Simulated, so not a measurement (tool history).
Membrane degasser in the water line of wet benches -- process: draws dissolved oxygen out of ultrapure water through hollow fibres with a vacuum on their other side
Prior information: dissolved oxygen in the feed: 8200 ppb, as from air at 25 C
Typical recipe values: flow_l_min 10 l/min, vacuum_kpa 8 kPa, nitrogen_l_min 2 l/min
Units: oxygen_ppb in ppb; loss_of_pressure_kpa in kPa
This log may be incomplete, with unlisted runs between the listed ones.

Run 1, hour 0: usual settings. Result: oxygen_ppb 316.7 ppb, loss_of_pressure_kpa 25.74 kPa.
Run 2, hour 89.2: usual settings. Result: oxygen_ppb 321.6 ppb, loss_of_pressure_kpa 25.68 kPa.
Run 3, hour 197.4: usual settings but nitrogen_l_min 1.27 l/min. Result: oxygen_ppb 348.5 ppb, loss_of_pressure_kpa 25.86 kPa.
Run 4, hour 316.5: usual settings but flow_l_min 11 l/min, nitrogen_l_min 1.27 l/min. Result: oxygen_ppb 411.4 ppb, loss_of_pressure_kpa 28.29 kPa.
Run 5, hour 379.8: usual settings but flow_l_min 7 l/min, nitrogen_l_min 1.27 l/min. Result: oxygen_ppb 181.1 ppb, loss_of_pressure_kpa 18.09 kPa.
Run 6, hour 498.2: usual settings but nitrogen_l_min 1.02 l/min. Result: oxygen_ppb 367.7 ppb, loss_of_pressure_kpa 25.83 kPa.
Run 7, hour 589.4: usual settings but flow_l_min 14 l/min, nitrogen_l_min 1.02 l/min. Result: oxygen_ppb 629.5 ppb, loss_of_pressure_kpa 36.23 kPa.
Run 8, hour 668.6: usual settings but flow_l_min 14 l/min, nitrogen_l_min 1.02 l/min. Result: oxygen_ppb 636.5 ppb, loss_of_pressure_kpa 36.38 kPa.
Run 9, hour 721.1: usual settings but nitrogen_l_min 1.81 l/min. Result: oxygen_ppb 323.4 ppb, loss_of_pressure_kpa 25.93 kPa.
Run 10, hour 801.8: usual settings but nitrogen_l_min 1.81 l/min. Result: oxygen_ppb 321.4 ppb, loss_of_pressure_kpa 25.84 kPa.
Run 11, hour 907.8: usual settings but nitrogen_l_min 1.81 l/min. Result: oxygen_ppb 324 ppb, loss_of_pressure_kpa 25.84 kPa.
Run 12, hour 987: usual settings but nitrogen_l_min 1.81 l/min. Result: oxygen_ppb 328.4 ppb, loss_of_pressure_kpa 25.9 kPa.
Run 13, hour 1088.8: usual settings but nitrogen_l_min 1.81 l/min. Result: oxygen_ppb 335.6 ppb, loss_of_pressure_kpa 25.82 kPa.
Run 14, hour 1191.3: usual settings but nitrogen_l_min 1.81 l/min. Result: oxygen_ppb 331.1 ppb, loss_of_pressure_kpa 25.94 kPa.
Run 15, hour 1252.4: usual settings but nitrogen_l_min 1.81 l/min. Result: oxygen_ppb 331.2 ppb, loss_of_pressure_kpa 25.87 kPa.
Run 16, hour 1341.5: usual settings but nitrogen_l_min 1.81 l/min. Result: oxygen_ppb 334.8 ppb, loss_of_pressure_kpa 25.97 kPa.
Run 17, hour 1410.2: usual settings but nitrogen_l_min 1.53 l/min. Result: oxygen_ppb 341.7 ppb, loss_of_pressure_kpa 25.83 kPa.
Run 18, hour 1458.9: usual settings but vacuum_kpa 5.4 kPa. Result: oxygen_ppb 295.8 ppb, loss_of_pressure_kpa 25.9 kPa.
Run 19, hour 1521.9: usual settings but flow_l_min 14 l/min, vacuum_kpa 13.26 kPa. Result: oxygen_ppb 643.5 ppb, loss_of_pressure_kpa 36.24 kPa.
Run 20, hour 1595.2: usual settings but nitrogen_l_min 2.15 l/min. Result: oxygen_ppb 316.2 ppb, loss_of_pressure_kpa 25.93 kPa.
Run 21, hour 1668.1: usual settings but nitrogen_l_min 2.15 l/min. Result: oxygen_ppb 319.6 ppb, loss_of_pressure_kpa 26.02 kPa.
Run 22, hour 1736.9: usual settings but nitrogen_l_min 2.15 l/min. Result: oxygen_ppb 320.1 ppb, loss_of_pressure_kpa 25.9 kPa.
Run 23, hour 1824.1: usual settings but flow_l_min 7 l/min, vacuum_kpa 5.14 kPa, nitrogen_l_min 0.86 l/min. Result: oxygen_ppb 162.9 ppb, loss_of_pressure_kpa 18.09 kPa.
Run 24, hour 1929.2: usual settings but flow_l_min 7 l/min, vacuum_kpa 5.14 kPa, nitrogen_l_min 0.86 l/min. Result: oxygen_ppb 158 ppb, loss_of_pressure_kpa 18.15 kPa.
Run 25, hour 1980.5: usual settings but flow_l_min 7 l/min, vacuum_kpa 5.14 kPa, nitrogen_l_min 0.86 l/min. Result: oxygen_ppb 159.3 ppb, loss_of_pressure_kpa 18.35 kPa.
Run 26, hour 2072.4: usual settings but flow_l_min 7 l/min, vacuum_kpa 9.14 kPa, nitrogen_l_min 1.43 l/min. Result: oxygen_ppb 190 ppb, loss_of_pressure_kpa 18.26 kPa.
Run 27, hour 2173.2: usual settings but flow_l_min 9 l/min, vacuum_kpa 15.99 kPa. Result: oxygen_ppb 350.5 ppb, loss_of_pressure_kpa 23.22 kPa.
Run 28, hour 2253.6: usual settings but flow_l_min 11 l/min, vacuum_kpa 11.12 kPa, nitrogen_l_min 2.03 l/min. Result: oxygen_ppb 426.2 ppb, loss_of_pressure_kpa 28.45 kPa.
Run 29, hour 2362.9: usual settings but flow_l_min 8 l/min. Result: oxygen_ppb 211.7 ppb, loss_of_pressure_kpa 20.82 kPa.
Run 30, hour 2443.9: usual settings but flow_l_min 8 l/min, vacuum_kpa 4.91 kPa, nitrogen_l_min 1.45 l/min. Result: oxygen_ppb 191.2 ppb, loss_of_pressure_kpa 20.78 kPa.
Run 31, hour 2554.1: usual settings but flow_l_min 8 l/min, vacuum_kpa 4.91 kPa, nitrogen_l_min 1.45 l/min. Result: oxygen_ppb 188.5 ppb, loss_of_pressure_kpa 20.68 kPa.

Not shown: 3 entries that the log had between the listed runs. Between which runs, and how does the tool's hidden state differ before and after?
Logged between run 1 and run 2: seals of the vacuum lines changed (hour 46.6)
  membrane still open, %: 99.5 -> 99.4; air that leaks in behind the membrane, l/min: 0.0099 -> 0.0039
  measured result minus the result with no hidden state, oxygen_ppb: +7.1 -> +6.5 ppb; loss_of_pressure_kpa: +0.15 -> +0.15 kPa
Logged between run 20 and run 21: vacuum gauge calibrated (hour 1602.7)
  true pressure behind the membrane over the reading, kPa: 0.15 -> 0.19
  measured result minus the result with no hidden state, oxygen_ppb: +10.6 -> +11.2 ppb; loss_of_pressure_kpa: +0.25 -> +0.25 kPa
Logged between run 23 and run 24: vacuum gauge calibrated, once more (hour 1867.5)
  membrane still open, %: 99 -> 98.9; true pressure behind the membrane over the reading, kPa: 0.19 -> 0.02; air that leaks in behind the membrane, l/min: 0.0048 -> 0.0049
  measured result minus the result with no hidden state, oxygen_ppb: +9.3 -> +6 ppb; loss_of_pressure_kpa: +0.19 -> +0.19 kPa

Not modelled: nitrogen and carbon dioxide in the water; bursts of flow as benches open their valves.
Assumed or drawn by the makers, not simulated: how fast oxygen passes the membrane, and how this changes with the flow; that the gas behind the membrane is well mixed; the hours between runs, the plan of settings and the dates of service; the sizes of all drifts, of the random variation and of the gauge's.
